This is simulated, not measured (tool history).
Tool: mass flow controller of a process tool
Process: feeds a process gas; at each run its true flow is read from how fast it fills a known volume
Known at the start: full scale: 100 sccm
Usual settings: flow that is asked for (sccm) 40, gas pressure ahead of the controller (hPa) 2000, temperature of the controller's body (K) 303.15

run	hour	flow that is asked for (sccm)	gas pressure ahead of the controller (hPa)	temperature of the controller's body (K)	true flow (%)
1	0.0	40	2000	303.15	99.15
2	456.7	40	2000	303.15	99.25
3	701.4	19	2000	303.15	98.90
4	916.1	19	2000	303.15	99.11
# hour 1265.4: controller exchanged for a calibrated one
5	1363.5	40	2000	303.15	99.28
6	1771.3	40	2000	303.15	99.39
7	2074.8	40	2330	303.15	99.37
8	2359.2	75	2770	295.15	100.25
9	2821.3	75	2770	295.15	100.10
10	3279.5	11	2000	303.15	99.37
11	3514.2	11	2000	303.15	99.39

Forecast run 12:
12	3817.8	11	2000	303.15	?

{"run 12": {"true flow (%)": 99.46}}
Without the tool's hidden state the same run would have given true flow (%) 98.91.

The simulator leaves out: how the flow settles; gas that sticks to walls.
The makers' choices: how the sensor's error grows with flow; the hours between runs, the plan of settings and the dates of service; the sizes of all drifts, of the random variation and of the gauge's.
